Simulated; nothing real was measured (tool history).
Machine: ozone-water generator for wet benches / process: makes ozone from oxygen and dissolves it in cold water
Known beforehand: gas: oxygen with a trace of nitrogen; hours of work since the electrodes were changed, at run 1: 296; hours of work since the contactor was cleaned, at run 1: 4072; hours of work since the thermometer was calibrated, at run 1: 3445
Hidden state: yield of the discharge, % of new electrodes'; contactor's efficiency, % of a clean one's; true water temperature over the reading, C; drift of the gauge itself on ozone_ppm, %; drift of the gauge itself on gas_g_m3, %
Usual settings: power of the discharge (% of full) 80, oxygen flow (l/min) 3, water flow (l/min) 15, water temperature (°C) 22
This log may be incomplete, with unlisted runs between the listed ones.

| run | day | power of the discharge (% of full) | oxygen flow (l/min) | water flow (l/min) | water temperature (°C) | hours of work since the electrodes were changed | hours of work since the contactor was cleaned | hours of work since the thermometer was calibrated | dissolved ozone (ppm) | ozone in the gas ahead of the water (g/m3) |
|---|---|---|---|---|---|---|---|---|---|---|
| 1 | 0 | 80 | 3 | 15 | 22 | 296 | 4072 | 3445 | 26.8 | 265.9 |
| 2 | 2.021 | 80 | 3 | 15 | 22 | 332 | 4108 | 3480 | 26.4 | 267.6 |
| 3 | 3.833 | 49 | 3 | 15 | 22 | 364 | 4140 | 3513 | 19 | 188.3 |
| 4 | 5.038 | 80 | 1.86 | 15 | 22 | 385 | 4161 | 3534 | 23.8 | 318 |
| 5 | 7.479 | 80 | 1.86 | 15 | 22 | 428 | 4204 | 3577 | 23.6 | 323.5 |
| 6 | 8.592 | 80 | 1.86 | 15 | 22 | 448 | 4224 | 3597 | 23.6 | 322.9 |
| 7 | 10.592 | 80 | 3 | 10 | 22 | 483 | 4259 | 3632 | 34.7 | 269.3 |
| 8 | 11.796 | 80 | 3 | 10 | 22 | 505 | 4281 | 3653 | 34.6 | 267.6 |
| 9 | 13.592 | 80 | 3 | 10 | 22 | 536 | 4312 | 3685 | 34.8 | 270.4 |
| 10 | 16.188 | 80 | 3 | 15 | 22 | 582 | 4358 | 3731 | 26.7 | 270.5 |
| 11 | 17.75 | 80 | 3 | 15 | 22 | 610 | 4386 | 3759 | 26.8 | 267.7 |
| 12 | 19.292 | 80 | 3 | 15 | 22 | 637 | 4413 | 3786 | 26.6 | 269.4 |
| 13 | 20.938 | 80 | 3 | 15 | 22 | 666 | 4442 | 3815 | 26.6 | 269.3 |
| 14 | 22.017 | 80 | 3 | 15 | 22 | 685 | 4461 | 3834 | 26.6 | 270.8 |
| 15 | 24.004 | 61 | 3 | 15 | 22 | 721 | 4497 | 3870 | 22.1 | 224.8 |
| 16 | 25.425 | 61 | 3 | 15 | 22 | 746 | 4522 | 3895 | 22 | 223.3 |
| 17 | 27.879 | 61 | 3 | 15 | 22 | 789 | 4565 | 3938 | 22 | 225.1 |
| 18 | 29.279 | 61 | 3 | 15 | 22 | 814 | 4590 | 3963 | 22.1 | 223.3 |
| 19 | 31.371 | 61 | 5.29 | 13 | 22 | 851 | 4627 | 4000 | 25.3 | 177.7 |

Expected results for the next run?
| 20 | 34.012 | 42 | 1.91 | 17 | 20 | 898 | 4674 | 4047 | ? | ? |

Run 20 came out at dissolved ozone (ppm) 13.9, ozone in the gas ahead of the water (g/m3) 207.3.
The same run, on a tool lacking any hidden state, would have yielded dissolved ozone (ppm) 13.9, ozone in the gas ahead of the water (g/m3) 202.
